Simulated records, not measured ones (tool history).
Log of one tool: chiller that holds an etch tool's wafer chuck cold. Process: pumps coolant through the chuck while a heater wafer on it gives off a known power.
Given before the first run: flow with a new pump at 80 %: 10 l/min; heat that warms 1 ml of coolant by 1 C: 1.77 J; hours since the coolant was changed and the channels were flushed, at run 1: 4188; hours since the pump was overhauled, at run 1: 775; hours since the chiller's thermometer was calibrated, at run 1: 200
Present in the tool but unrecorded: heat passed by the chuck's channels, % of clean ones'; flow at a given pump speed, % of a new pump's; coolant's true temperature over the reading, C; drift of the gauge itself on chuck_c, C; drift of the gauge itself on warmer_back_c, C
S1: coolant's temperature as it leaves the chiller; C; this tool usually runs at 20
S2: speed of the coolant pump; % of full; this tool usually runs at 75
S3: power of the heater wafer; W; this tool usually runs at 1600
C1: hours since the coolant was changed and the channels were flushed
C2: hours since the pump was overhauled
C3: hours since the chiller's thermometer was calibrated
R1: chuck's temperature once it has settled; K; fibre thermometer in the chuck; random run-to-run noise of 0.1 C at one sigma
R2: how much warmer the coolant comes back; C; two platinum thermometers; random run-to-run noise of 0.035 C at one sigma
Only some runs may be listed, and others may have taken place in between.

| run | day | S1 | S2 | S3 | C1 | C2 | C3 | R1 | R2 |
|---|---|---|---|---|---|---|---|---|---|
| 1 | 0 | 20 | 75 | 1600 | 4188 | 775 | 200 | 305.45 | 5.84 |
| 2 | 1.762 | 20 | 75 | 1600 | 4231 | 818 | 242 | 305.25 | 5.89 |
| 3 | 3.3 | 20 | 75 | 1600 | 4268 | 855 | 279 | 305.55 | 5.84 |
| 4 | 5.425 | 20 | 75 | 1600 | 4319 | 906 | 330 | 305.15 | 5.88 |
| 5 | 7.512 | 20 | 75 | 1600 | 4369 | 956 | 380 | 305.15 | 5.89 |
| 6 | 9.521 | 20 | 75 | 1600 | 4417 | 1004 | 429 | 305.45 | 6.01 |
| 7 | 10.479 | 11 | 75 | 867 | 4440 | 1027 | 452 | 290.65 | 3.32 |
| 8 | 12.446 | 11 | 71 | 1181 | 4487 | 1074 | 499 | 293.25 | 4.7 |
| 9 | 13.4 | 10 | 85 | 1503 | 4510 | 1097 | 522 | 293.45 | 4.96 |
| 10 | 14.85 | 10 | 85 | 1503 | 4545 | 1132 | 557 | 293.55 | 4.89 |
| 11 | 16.162 | 22 | 65 | 981 | 4576 | 1163 | 588 | 303.45 | 4.37 |

Expected results for the next run?
| 12 | 17.188 | 20 | 67 | 1600 | 4601 | 1188 | 613 | ? | ? |

Run 12 came out at R1 306.35 K, R2 6.84 C.
Take away the tool's hidden state, keep the run-to-run variation as it was, and the same run would have given R1 306.25 K, R2 6.61 C.
